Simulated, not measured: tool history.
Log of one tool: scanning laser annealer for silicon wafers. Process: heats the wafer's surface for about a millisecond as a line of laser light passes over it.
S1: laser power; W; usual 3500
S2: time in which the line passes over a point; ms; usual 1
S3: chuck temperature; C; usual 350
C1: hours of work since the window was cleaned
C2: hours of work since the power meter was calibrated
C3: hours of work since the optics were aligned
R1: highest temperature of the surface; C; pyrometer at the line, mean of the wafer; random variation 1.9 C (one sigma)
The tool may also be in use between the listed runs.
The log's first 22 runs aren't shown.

run,hour,S1,S2,S3,C1,C2,C3,R1
23,385.5,3500,0.86,350,53,408,637,1052
24,397.9,3633,0.89,379,58,413,642,1120
25,412.5,3638,0.78,328,65,419,648,1024
26,437.4,3500,0.97,350,76,430,659,1093
27,457,3500,0.97,350,84,439,668,1094
28,472.3,3590,0.98,326,91,445,674,1090
29,497.2,3409,0.88,350,101,456,685,1044
30,521.6,3154,1,339,112,467,696,1021
31,535.3,3154,1,313,118,473,702,998
32,556.7,3153,1.11,320,127,482,711,1040
33,578.2,3153,0.85,373,137,491,720,1002
34,588.5,3153,0.85,373,141,496,725,1004
35,600.9,3058,1.16,384,146,501,730,1097
36,611.3,3592,1,350,151,506,735,1120
37,624.4,3808,1,385,157,511,740,1199
38,637.5,3808,1,385,162,517,746,1197
39,648.3,3170,1,374,167,522,751,1061
40,669.8,3170,1,374,176,531,760,1061
41,688.7,3771,1.17,377,185,539,768,1246

Forecast each of these 4 alternatives for the next run:
A,703.8,3657,1.05,351,191,546,775,?
B,703.8,3021,1,350,191,546,775,?
C,703.8,3500,0.79,350,191,546,775,?
D,703.8,3771,0.75,378,191,546,775,?

run,R1
A,1152
B,1010
C,1021
D,1081
Without the tool's hidden state the same runs would have given:
run,R1
A,1153
B,1011
C,1022
D,1082
